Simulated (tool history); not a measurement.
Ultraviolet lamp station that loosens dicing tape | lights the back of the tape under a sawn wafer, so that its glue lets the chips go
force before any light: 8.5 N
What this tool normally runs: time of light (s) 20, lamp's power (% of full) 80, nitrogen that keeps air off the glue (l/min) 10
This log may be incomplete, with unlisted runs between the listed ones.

run   hour  time of light (s)  lamp's power (% of full)  nitrogen that keeps air off the glue (l/min)  force that peels the tape off (N)  light that reached the tape (mJ/cm2)
  1      0                 20                        80                                            10                              0.868                                   501
  2    4.8                 20                        64                                            10                              1.353                                   397
  3   11.4                 20                        80                                            10                              0.884                                   496
  4   20.1                 20                        80                                            10                              0.909                                   490
  5   26.4                 20                        80                                            10                              0.892                                   489
  6   31.6                 20                        80                                            10                              0.938                                   488
  7   40.4                 20                        80                                            10                              0.919                                   489
  8   46.7                 20                        89                                            10                              0.746                                   537
  9   55.4                 20                        89                                            10                              0.723                                   538
 10   63.6                 20                        61                                            10                              1.594                                   365
 11   73.1                 20                        61                                            10                               1.55                                   366
 12   78.7                 20                        61                                            10                               1.56                                   371
 13   86.4                 10                        61                                            10                              3.676                                   180
      93.8  -- window cleaned of glue's vapour
 14   93.9                 20                        68                                            10                              0.969                                   468
 15  103.7                 20                        68                                            10                              0.992                                   463
 16  111.8                 20                        68                                            10                              1.034                                   459
 17  120.2                 20                        68                                            10                              1.063                                   465
 18  124.3                 20                        68                                            10                              1.006                                   458
 19  130.8                 20                        69                                            10                              1.037                                   463
 20  138.2                 20                        69                                            10                              1.032                                   469
 21  147.4                 20                        69                                            10                               1.01                                   464
 22  152.3                 20                        69                                            10                              0.997                                   459
 23  161.6                 20                        67                                            19                              0.768                                   448
 24  171.4                 20                        67                                            19                              0.758                                   444
 25  180.2                 20                        73                                            10                              0.908                                   481
 26    189                 13                        65                                             8                              2.534                                   279
 27  197.1                 20                        88                                             6                              0.935                                   574
 28  206.1                 25                        65                                             4                              1.447                                   529
 29  215.4                 17                        65                                             4                              2.504                                   360
 30  219.6                 34                        65                                             3                              0.976                                   719
 31  227.7                 17                        68                                             3                              2.693                                   376
 32  235.2                 17                        68                                             3                              2.682                                   372
 33  242.8                 13                        76                                             4                              2.812                                   318
 34  247.2                 13                        76                                             4                              2.883                                   321
 35  254.1                 18                        91                                             4                              1.426                                   520
 36  262.4                 18                        91                                             4                               1.39                                   519
 37  268.6                 18                        91                                             4                              1.487                                   522
 38  275.4                 18                        66                                             4                               2.41                                   375
 39  280.3                 18                        66                                             4                              2.383                                   373
 40  284.7                 20                        80                                             6                              1.215                                   504
 41  288.9                 24                        80                                             6                              0.825                                   612
 42  293.4                 37                        74                                             6                               0.36                                   856
 43  297.6                 20                        61                                            18                              1.111                                   384
 44  303.3                 21                        64                                             8                              1.377                                   421

Forecast each of these 3 alternatives for the next run:
  A  311.9                 11                        74                                            10                                  ?                                     ?
  B  311.9                 21                        67                                            12                                  ?                                     ?
  C  311.9                 18                        80                                            10                                  ?                                     ?

run  force that peels the tape off (N)  light that reached the tape (mJ/cm2)
  A                              2.625                                   251
  B                              1.001                                   435
  C                              1.144                                   449
With no hidden state in the tool, these same runs would have given:
run  force that peels the tape off (N)  light that reached the tape (mJ/cm2)
  A                              2.066                                   303
  B                              0.671                                   526
  C                              0.774                                   542

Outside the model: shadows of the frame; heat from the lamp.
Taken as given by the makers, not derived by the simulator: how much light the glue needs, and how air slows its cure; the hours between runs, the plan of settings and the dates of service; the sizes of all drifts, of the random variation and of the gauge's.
